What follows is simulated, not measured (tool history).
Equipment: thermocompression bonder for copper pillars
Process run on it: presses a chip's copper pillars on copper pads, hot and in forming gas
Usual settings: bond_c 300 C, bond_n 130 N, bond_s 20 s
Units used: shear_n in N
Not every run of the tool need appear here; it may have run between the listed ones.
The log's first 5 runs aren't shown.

run	hour	bond_c	bond_n	bond_s	shear_n
6	39.4	300	130	20	65.5
7	44.1	300	130	20	65.3
8	52.8	300	130	20	65.8
9	59.7	300	130	20	65.7
10	66.9	300	130	20	65.7
11	72.0	300	130	20	65.2
12	77.4	300	130	20	65.3
13	82.9	300	130	20	65.9
14	90.9	300	94	20	45.1
15	98.0	300	94	20	45.7
16	104.7	300	94	20	45.0
17	109.0	300	130	20	66.1
18	115.2	300	130	20	66.3
19	124.4	300	130	20	66.6
20	131.2	300	130	44	86.9
21	137.1	300	130	22	68.2
22	143.3	300	130	23	69.6
23	149.6	308	112	41	78.8
24	155.8	314	84	20	46.3
25	162.5	300	130	31	76.5
26	168.1	300	130	31	76.7
27	177.2	300	121	43	79.6
28	182.6	293	148	15	63.1

Run 29 is up next; what results do you expect?
29	187.1	293	148	15	?

shear_n: 63.0 N
Were there no unlogged condition in the tool, this run, its random variation unchanged, would have produced shear_n 59.0 N.

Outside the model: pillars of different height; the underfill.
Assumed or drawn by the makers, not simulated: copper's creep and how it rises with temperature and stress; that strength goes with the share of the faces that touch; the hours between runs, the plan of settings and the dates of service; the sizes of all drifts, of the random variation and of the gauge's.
